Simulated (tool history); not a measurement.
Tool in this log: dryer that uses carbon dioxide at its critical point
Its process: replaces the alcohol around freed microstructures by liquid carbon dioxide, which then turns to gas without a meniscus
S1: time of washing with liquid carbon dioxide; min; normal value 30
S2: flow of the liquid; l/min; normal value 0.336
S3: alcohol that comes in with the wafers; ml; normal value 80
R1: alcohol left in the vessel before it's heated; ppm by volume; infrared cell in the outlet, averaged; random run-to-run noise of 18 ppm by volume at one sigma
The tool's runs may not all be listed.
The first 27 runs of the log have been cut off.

run	day	S1	S2	S3	R1
28	20.442	27	0.287	80	3040
29	20.888	31	0.520	34	198
30	21.758	30	0.292	69	1957
31	22.192	30	0.336	84	1548
32	22.654	32	0.336	84	1240
33	23.404	30	0.223	28	1631
34	23.958	38	0.336	80	683
35	24.558	20	0.336	112	6144
36	25.538	25	0.374	112	2556
37	26.404	35	0.321	112	1445
38	26.917	35	0.321	112	1481
39	27.942	33	0.486	26	218
40	28.471	33	0.486	26	232
41	29.392	33	0.486	26	230
42	30.025	33	0.486	26	219
43	30.471	33	0.486	26	231
44	31.483	20	0.336	62	3551
45	32.425	45	0.464	85	211
46	32.862	45	0.464	85	219

Predict each of these 3 candidate next runs independently; none follows another, all start after run 46:
A	33.621	47	0.259	24	?
B	33.621	45	0.344	85	?
C	33.621	45	0.209	63	?

run	R1
A	421
B	441
C	1617
With the hidden condition removed and each run's random variation left untouched, the same runs would have given:
run	R1
A	183
B	180
C	1149
